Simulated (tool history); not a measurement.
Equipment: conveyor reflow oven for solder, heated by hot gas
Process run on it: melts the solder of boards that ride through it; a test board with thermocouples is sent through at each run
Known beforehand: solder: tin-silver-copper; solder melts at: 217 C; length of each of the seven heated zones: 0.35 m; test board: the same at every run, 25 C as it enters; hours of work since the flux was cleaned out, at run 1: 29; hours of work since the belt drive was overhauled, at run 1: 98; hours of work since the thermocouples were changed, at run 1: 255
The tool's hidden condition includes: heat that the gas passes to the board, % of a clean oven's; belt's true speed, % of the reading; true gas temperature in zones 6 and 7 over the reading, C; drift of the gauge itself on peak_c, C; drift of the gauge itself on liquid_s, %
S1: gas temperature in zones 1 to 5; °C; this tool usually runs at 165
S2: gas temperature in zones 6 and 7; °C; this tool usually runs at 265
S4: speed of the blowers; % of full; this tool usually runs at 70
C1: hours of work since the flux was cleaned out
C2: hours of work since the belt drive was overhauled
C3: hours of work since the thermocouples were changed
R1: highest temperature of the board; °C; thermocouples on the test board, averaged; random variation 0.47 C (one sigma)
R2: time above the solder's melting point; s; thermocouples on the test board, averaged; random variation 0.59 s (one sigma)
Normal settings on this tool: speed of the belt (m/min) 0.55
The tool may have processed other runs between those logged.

{"run": 1, "hour": 0.0, "S1": 165, "S2": 265, "speed of the belt (m/min)": 0.55, "S4": 70, "C1": 29, "C2": 98, "C3": 255, "R1": 247.5, "R2": 51.5}
{"run": 2, "hour": 19.7, "S1": 165, "S2": 261, "speed of the belt (m/min)": 0.55, "S4": 70, "C1": 40, "C2": 109, "C3": 266, "R1": 243.8, "R2": 48}
{"run": 3, "hour": 43.8, "S1": 165, "S2": 265, "speed of the belt (m/min)": 0.55, "S4": 70, "C1": 53, "C2": 122, "C3": 279, "R1": 246.9, "R2": 50.3}
{"run": 4, "hour": 69.3, "S1": 165, "S2": 265, "speed of the belt (m/min)": 0.55, "S4": 70, "C1": 66, "C2": 135, "C3": 293, "R1": 247, "R2": 51.2}
{"run": 5, "hour": 84.4, "S1": 165, "S2": 265, "speed of the belt (m/min)": 0.55, "S4": 70, "C1": 74, "C2": 144, "C3": 301, "R1": 247, "R2": 49.9}
{"run": 6, "hour": 103.3, "S1": 165, "S2": 265, "speed of the belt (m/min)": 0.55, "S4": 70, "C1": 85, "C2": 154, "C3": 311, "R1": 247.3, "R2": 50.5}
{"run": 7, "hour": 122.2, "S1": 165, "S2": 265, "speed of the belt (m/min)": 0.55, "S4": 70, "C1": 95, "C2": 164, "C3": 321, "R1": 246.4, "R2": 49.3}
{"run": 8, "hour": 145.7, "S1": 165, "S2": 265, "speed of the belt (m/min)": 0.55, "S4": 70, "C1": 108, "C2": 177, "C3": 334, "R1": 246.4, "R2": 49.8}
{"run": 9, "hour": 162.4, "S1": 165, "S2": 265, "speed of the belt (m/min)": 0.55, "S4": 70, "C1": 117, "C2": 186, "C3": 343, "R1": 246.5, "R2": 49.8}
{"run": 10, "hour": 178.1, "S1": 165, "S2": 265, "speed of the belt (m/min)": 0.55, "S4": 70, "C1": 125, "C2": 194, "C3": 351, "R1": 246, "R2": 48.8}
{"run": 11, "hour": 202.6, "S1": 165, "S2": 265, "speed of the belt (m/min)": 0.55, "S4": 70, "C1": 138, "C2": 207, "C3": 365, "R1": 246.9, "R2": 50.1}
{"run": 12, "hour": 227.1, "S1": 165, "S2": 265, "speed of the belt (m/min)": 0.55, "S4": 70, "C1": 151, "C2": 220, "C3": 378, "R1": 246.1, "R2": 49.9}
{"run": 13, "hour": 249.1, "S1": 165, "S2": 265, "speed of the belt (m/min)": 0.55, "S4": 64, "C1": 163, "C2": 232, "C3": 390, "R1": 245.3, "R2": 46.7}
{"run": 14, "hour": 263.5, "S1": 175, "S2": 265, "speed of the belt (m/min)": 0.55, "S4": 67, "C1": 171, "C2": 240, "C3": 397, "R1": 247.2, "R2": 54.4}
{"run": 15, "hour": 287.1, "S1": 158, "S2": 265, "speed of the belt (m/min)": 0.55, "S4": 54, "C1": 184, "C2": 253, "C3": 410, "R1": 241.1, "R2": 40.8}
{"run": 16, "hour": 303.5, "S1": 171, "S2": 265, "speed of the belt (m/min)": 0.55, "S4": 70, "C1": 193, "C2": 262, "C3": 419, "R1": 246.9, "R2": 51.9}
{"run": 17, "hour": 317.1, "S1": 156, "S2": 265, "speed of the belt (m/min)": 0.55, "S4": 70, "C1": 200, "C2": 269, "C3": 426, "R1": 244, "R2": 44.9}
{"run": 18, "hour": 333.7, "S1": 156, "S2": 265, "speed of the belt (m/min)": 0.55, "S4": 70, "C1": 209, "C2": 278, "C3": 435, "R1": 244.2, "R2": 43.5}
{"run": 19, "hour": 358.6, "S1": 156, "S2": 265, "speed of the belt (m/min)": 0.55, "S4": 70, "C1": 222, "C2": 291, "C3": 449, "R1": 243.3, "R2": 44.3}
{"run": 20, "hour": 376.8, "S1": 165, "S2": 269, "speed of the belt (m/min)": 0.614, "S4": 70, "C1": 232, "C2": 301, "C3": 459, "R1": 244.6, "R2": 42.6}
{"run": 21, "hour": 390.3, "S1": 165, "S2": 269, "speed of the belt (m/min)": 0.614, "S4": 70, "C1": 239, "C2": 309, "C3": 466, "R1": 244.4, "R2": 41.7}
{"run": 22, "hour": 408.4, "S1": 165, "S2": 269, "speed of the belt (m/min)": 0.614, "S4": 70, "C1": 249, "C2": 318, "C3": 476, "R1": 245.1, "R2": 41.8}
{"run": 23, "hour": 423.4, "S1": 165, "S2": 257, "speed of the belt (m/min)": 0.614, "S4": 70, "C1": 257, "C2": 326, "C3": 484, "R1": 234.4, "R2": 32.7}
{"run": 24, "hour": 441.5, "S1": 160, "S2": 265, "speed of the belt (m/min)": 0.554, "S4": 62, "C1": 267, "C2": 336, "C3": 493, "R1": 242.1, "R2": 43}
{"run": 25, "hour": 453.4, "S1": 165, "S2": 265, "speed of the belt (m/min)": 0.493, "S4": 70, "C1": 274, "C2": 343, "C3": 500, "R1": 248.4, "R2": 59}

Branching from run 25: 5 alternative next runs. What would each branch give?
{"run": "A", "hour": 470.7, "S1": 172, "S2": 265, "speed of the belt (m/min)": 0.521, "S4": 70, "C1": 283, "C2": 352, "C3": 509, "R1": "?", "R2": "?"}
{"run": "B", "hour": 470.7, "S1": 177, "S2": 265, "speed of the belt (m/min)": 0.493, "S4": 74, "C1": 283, "C2": 352, "C3": 509, "R1": "?", "R2": "?"}
{"run": "C", "hour": 470.7, "S1": 165, "S2": 275, "speed of the belt (m/min)": 0.588, "S4": 70, "C1": 283, "C2": 352, "C3": 509, "R1": "?", "R2": "?"}
{"run": "D", "hour": 470.7, "S1": 165, "S2": 268, "speed of the belt (m/min)": 0.476, "S4": 70, "C1": 283, "C2": 352, "C3": 509, "R1": "?", "R2": "?"}
{"run": "E", "hour": 470.7, "S1": 161, "S2": 265, "speed of the belt (m/min)": 0.478, "S4": 79, "C1": 283, "C2": 352, "C3": 509, "R1": "?", "R2": "?"}

run=A R1=248 R2=56.5
run=B R1=251 R2=65.3
run=C R1=250.3 R2=49.3
run=D R1=252.4 R2=63.9
run=E R1=250 R2=61
Take away the tool's hidden state, keep each run's random variation, and the runs would have read:
run=A R1=251.3 R2=59.3
run=B R1=254.1 R2=67.6
run=C R1=254.1 R2=51.9
run=D R1=255.7 R2=66.4
run=E R1=253.3 R2=63.9

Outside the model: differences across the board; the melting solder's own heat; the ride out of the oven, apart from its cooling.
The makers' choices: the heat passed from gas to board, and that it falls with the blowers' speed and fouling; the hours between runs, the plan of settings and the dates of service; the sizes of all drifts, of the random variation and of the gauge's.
